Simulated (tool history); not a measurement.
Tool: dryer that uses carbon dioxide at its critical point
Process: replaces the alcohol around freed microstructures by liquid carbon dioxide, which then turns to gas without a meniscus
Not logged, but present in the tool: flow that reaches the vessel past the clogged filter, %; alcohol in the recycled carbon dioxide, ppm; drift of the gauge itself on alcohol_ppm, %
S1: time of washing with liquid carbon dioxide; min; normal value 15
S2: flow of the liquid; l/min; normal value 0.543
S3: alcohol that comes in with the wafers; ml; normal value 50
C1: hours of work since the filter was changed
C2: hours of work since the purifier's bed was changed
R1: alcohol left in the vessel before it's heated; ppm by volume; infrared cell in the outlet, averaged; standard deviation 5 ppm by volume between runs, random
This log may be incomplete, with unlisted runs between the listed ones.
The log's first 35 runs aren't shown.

run 36 hour=1261.9 | S1=19 S2=0.582 S3=33 | C1=79 C2=924 | R1=223
run 37 hour=1305.9 | S1=19 S2=0.67 S3=33 | C1=99 C2=943 | R1=231
run 38 hour=1353.8 | S1=16 S2=0.696 S3=47 | C1=120 C2=964 | R1=237
run 39 hour=1380.6 | S1=16 S2=0.696 S3=47 | C1=132 C2=976 | R1=235
run 40 hour=1420.9 | S1=14 S2=0.485 S3=74 | C1=150 C2=994 | R1=515
run 41 hour=1475.4 | S1=19 S2=0.485 S3=48 | C1=174 C2=1018 | R1=278
run 42 hour=1498.3 | S1=19 S2=0.485 S3=48 | C1=184 C2=1028 | R1=288
run 43 hour=1529 | S1=13 S2=0.543 S3=59 | C1=198 C2=1042 | R1=454
run 44 hour=1569.3 | S1=15 S2=0.543 S3=80 | C1=216 C2=1060 | R1=388
run 45 hour=1619.9 | S1=17 S2=0.542 S3=33 | C1=238 C2=1082 | R1=297
-- hour=1625.7 inlet filter changed
run 46 hour=1646.9 | S1=15 S2=0.481 S3=31 | C1=9 C2=1094 | R1=292

Branching from run 46: 5 alternative next runs. What would each branch give?
run A hour=1696.5 | S1=15 S2=0.481 S3=39 | C1=31 C2=1116 | R1=?
run B hour=1696.5 | S1=22 S2=0.368 S3=23 | C1=31 C2=1116 | R1=?
run C hour=1696.5 | S1=9 S2=0.457 S3=33 | C1=31 C2=1116 | R1=?
run D hour=1696.5 | S1=15 S2=0.657 S3=50 | C1=31 C2=1116 | R1=?
run E hour=1696.5 | S1=13 S2=0.567 S3=31 | C1=31 C2=1116 | R1=?

run=A R1=316
run=B R1=280
run=C R1=1045
run=D R1=274
run=E R1=306
What these runs would have given with no unlogged condition in the tool:
run=A R1=49
run=B R1=16
run=C R1=714
run=D R1=13
run=E R1=40
